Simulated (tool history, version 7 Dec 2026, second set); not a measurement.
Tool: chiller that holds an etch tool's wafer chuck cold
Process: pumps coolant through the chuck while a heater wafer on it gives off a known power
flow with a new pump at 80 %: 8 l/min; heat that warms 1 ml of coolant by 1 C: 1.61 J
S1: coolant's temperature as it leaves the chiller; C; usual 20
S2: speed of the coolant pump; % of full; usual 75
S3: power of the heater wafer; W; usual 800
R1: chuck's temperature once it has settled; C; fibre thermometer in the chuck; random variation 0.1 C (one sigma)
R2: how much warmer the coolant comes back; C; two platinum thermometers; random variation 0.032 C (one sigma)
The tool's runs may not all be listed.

Run 1, hour 0.0: usual settings. Result: R1 27.8 C, R2 4.11 C.
Run 2, hour 79.3: usual settings but S1 16 C. Result: R1 23.7 C, R2 4.12 C.
Run 3, hour 156.7: usual settings but S1 16 C. Result: R1 23.9 C, R2 4.16 C.
Run 4, hour 232.8: usual settings but S1 30 C. Result: R1 38.0 C, R2 4.15 C.
Run 5, hour 280.2: usual settings but S1 30 C. Result: R1 38.0 C, R2 4.20 C.
Run 6, hour 380.1: usual settings but S1 18 C. Result: R1 25.9 C, R2 4.20 C.
Run 7, hour 445.4: usual settings but S1 18 C. Result: R1 26.0 C, R2 4.19 C.
Run 8, hour 517.9: usual settings but S1 18 C. Result: R1 25.9 C, R2 4.13 C.
Run 9, hour 559.3: usual settings. Result: R1 28.1 C, R2 4.22 C.
Run 10, hour 611.7: usual settings. Result: R1 28.0 C, R2 4.16 C.
Run 11, hour 686.8: usual settings. Result: R1 28.0 C, R2 4.20 C.
Run 12, hour 778.7: usual settings but S2 85 % of full. Result: R1 27.5 C, R2 3.68 C.
Run 13, hour 850.4: usual settings but S1 10 C. Result: R1 18.2 C, R2 4.21 C.
Run 14, hour 931.7: usual settings but S3 854 W. Result: R1 28.6 C, R2 4.46 C.
Run 15, hour 987.7: usual settings but S1 27 C, S3 730 W. Result: R1 34.8 C, R2 3.87 C.
Run 16, hour 1079.1: usual settings but S3 692 W. Result: R1 27.4 C, R2 3.65 C.
Run 17, hour 1141.8: usual settings but S3 692 W. Result: R1 27.4 C, R2 3.71 C.
At hour 1181.6: coolant changed, channels flushed.
Run 18, hour 1244.6: usual settings but S3 628 W. Result: R1 26.5 C, R2 3.27 C.
Run 19, hour 1331.7: usual settings but S3 628 W. Result: R1 26.6 C, R2 3.35 C.
Run 20, hour 1379.3: usual settings but S1 13 C. Result: R1 21.4 C, R2 4.24 C.
Run 21, hour 1473.8: usual settings but S2 69 % of full, S3 773 W. Result: R1 28.6 C, R2 4.55 C.
Run 22, hour 1570.3: usual settings but S1 25 C, S3 989 W. Result: R1 35.0 C, R2 5.29 C.
Run 23, hour 1653.3: usual settings but S2 82 % of full, S3 903 W. Result: R1 28.6 C, R2 4.38 C.
Run 24, hour 1738.6: usual settings but S1 18 C, S2 82 % of full, S3 612 W. Result: R1 24.3 C, R2 2.95 C.
Run 25, hour 1825.5: usual settings but S1 15 C, S2 94 % of full, S3 514 W. Result: R1 19.9 C, R2 2.17 C.
Run 26, hour 1919.9: usual settings but S1 21 C. Result: R1 29.3 C, R2 4.27 C.
At hour 1939.3: chiller's thermometer calibrated.
Run 27, hour 1978.1: usual settings but S1 27 C, S3 515 W. Result: R1 31.7 C, R2 2.82 C.

Hidden state or all else? Some run-to-run changes of R1, split into what the settings, what came in and random variation would give without the hidden state, and what is left for the hidden state (with any gauge scatter that isn't in both results):
The hidden state here: heat passed by the chuck's channels, % of clean ones'; flow at a given pump speed, % of a new pump's; coolant's true temperature over the reading, C; drift of the gauge itself on chuck_c, C; drift of the gauge itself on warmer_back_c, C.
Run 3 -> 4: S1 16 -> 30. R1 +14.1 C: hidden state +0.1, all else +14.0.
Run 5 -> 6: S1 30 -> 18. R1 -12.1 C: hidden state +0.0, all else -12.1.
Run 17 -> 18: S3 692 -> 628, coolant changed, channels flushed. R1 -0.9 C: hidden state -0.3, all else -0.6.
Run 26 -> 27: S1 21 -> 27, S3 800 -> 515, chiller's thermometer calibrated. R1 +2.4 C: hidden state -1.2, all else +3.6.
